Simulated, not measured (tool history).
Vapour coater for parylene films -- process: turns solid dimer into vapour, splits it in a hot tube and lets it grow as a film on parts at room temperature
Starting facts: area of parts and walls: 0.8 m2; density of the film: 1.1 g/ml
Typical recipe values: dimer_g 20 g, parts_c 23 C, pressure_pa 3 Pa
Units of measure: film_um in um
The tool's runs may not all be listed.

Run 1, day 0: usual settings. Result: film_um 14.37 um.
Run 2, day 0.458: usual settings. Result: film_um 14.33 um.
Run 3, day 1.258: usual settings. Result: film_um 12.41 um.
Run 4, day 1.725: usual settings. Result: film_um 12.5 um.
Run 5, day 2.425: usual settings. Result: film_um 12.54 um.
Run 6, day 3: usual settings but dimer_g 23 g. Result: film_um 14.51 um.
Run 7, day 3.396: usual settings but dimer_g 23 g. Result: film_um 14.35 um.
Run 8, day 3.867: usual settings but parts_c 26 C. Result: film_um 11.1 um.
Run 9, day 4.775: usual settings but parts_c 26 C. Result: film_um 14.8 um.
Run 10, day 5.417: usual settings. Result: film_um 16.79 um.
Run 11, day 6.112: usual settings. Result: film_um 16.53 um.
Run 12, day 6.6: usual settings but parts_c 29 C. Result: film_um 13.35 um.
Run 13, day 7.242: usual settings but parts_c 29 C. Result: film_um 13.62 um.
Run 14, day 8.058: usual settings. Result: film_um 16.45 um.
Run 15, day 8.8: usual settings. Result: film_um 16.48 um.
Run 16, day 9.417: usual settings. Result: film_um 16.48 um.
Run 17, day 9.767: usual settings. Result: film_um 16.33 um.
Run 18, day 10.129: usual settings. Result: film_um 16.25 um.
Run 19, day 10.904: usual settings. Result: film_um 16.07 um.
Run 20, day 11.688: usual settings. Result: film_um 16.28 um.
Run 21, day 12.462: usual settings. Result: film_um 15.99 um.
Run 22, day 13.029: usual settings. Result: film_um 15.95 um.
Run 23, day 13.529: usual settings. Result: film_um 16.04 um.
Run 24, day 14.092: usual settings. Result: film_um 15.9 um.
Run 25, day 14.812: usual settings but dimer_g 22 g, parts_c 21 C. Result: film_um 18.86 um.
Run 26, day 15.221: usual settings but parts_c 21 C, pressure_pa 4.7 Pa. Result: film_um 15.53 um.
Run 27, day 15.829: usual settings but parts_c 19 C. Result: film_um 18.14 um.
Run 28, day 16.596: usual settings but dimer_g 15 g, parts_c 25 C, pressure_pa 7.21 Pa. Result: film_um 9.27 um.
Run 29, day 17.212: usual settings but dimer_g 25 g, parts_c 15 C, pressure_pa 7.21 Pa. Result: film_um 21.73 um.
Run 30, day 17.808: usual settings but dimer_g 25 g, parts_c 15 C, pressure_pa 7.21 Pa. Result: film_um 21.61 um.
Run 31, day 18.208: usual settings but dimer_g 31 g, pressure_pa 4.21 Pa. Result: film_um 22.71 um.
Run 32, day 18.767: usual settings but dimer_g 9 g, parts_c 31 C. Result: film_um 5.3 um.
Run 33, day 19.508: usual settings. Result: film_um 15.29 um.
Run 34, day 20.304: usual settings. Result: film_um 15.33 um.
Run 35, day 20.854: usual settings. Result: film_um 15.35 um.
Run 36, day 21.688: usual settings but dimer_g 9 g, parts_c 22 C. Result: film_um 6.95 um.
Run 37, day 22.229: usual settings but dimer_g 16 g, pressure_pa 6.19 Pa. Result: film_um 10.45 um.
Run 38, day 22.912: usual settings but parts_c 21 C. Result: film_um 16.26 um.
Run 39, day 23.717: usual settings but parts_c 21 C, pressure_pa 2.85 Pa. Result: film_um 16.5 um.
Run 40, day 24.296: usual settings but parts_c 17 C, pressure_pa 3.68 Pa. Result: film_um 17.92 um.
Run 41, day 24.921: usual settings but dimer_g 15 g, parts_c 32 C, pressure_pa 3.01 Pa. Result: film_um 8.09 um.
Run 42, day 25.683: usual settings but dimer_g 15 g, parts_c 32 C, pressure_pa 3.01 Pa. Result: film_um 8.1 um.
Run 43, day 26.125: usual settings but dimer_g 27 g, parts_c 25 C, pressure_pa 4.76 Pa. Result: film_um 16.94 um.
Run 44, day 26.896: usual settings but dimer_g 9 g, parts_c 27 C, pressure_pa 4.76 Pa. Result: film_um 5.23 um.
Run 45, day 27.325: usual settings but dimer_g 9 g, parts_c 27 C, pressure_pa 4.76 Pa. Result: film_um 5.23 um.
Run 46, day 27.758: usual settings but dimer_g 9 g, parts_c 33 C, pressure_pa 4.76 Pa. Result: film_um 4.17 um.
Run 47, day 28.171: usual settings but dimer_g 9 g, parts_c 33 C, pressure_pa 4.76 Pa. Result: film_um 4.19 um.

Removed from this log: 2 entries logged between the listed runs. Between which two listed runs does each belong, and how does the tool's hidden state at the listed run before it compare with that at the listed run after it?
Logged between run 2 and run 3: trap's valve overhauled (day 0.792)
  vapour lost through the trap's worn valve, %: 14.9 -> 25.4; true temperature of the parts over the reading, C: -0.28 -> -0.29
  measured less the result without the state, film_um: -2.34 -> -4.07 um
Logged between run 8 and run 9: trap's valve overhauled, once more (day 4.267)
  vapour lost through the trap's worn valve, %: 27.1 -> 1.2; true temperature of the parts over the reading, C: -0.35 -> -0.37
  measured less the result without the state, film_um: -3.93 -> +0.01 um
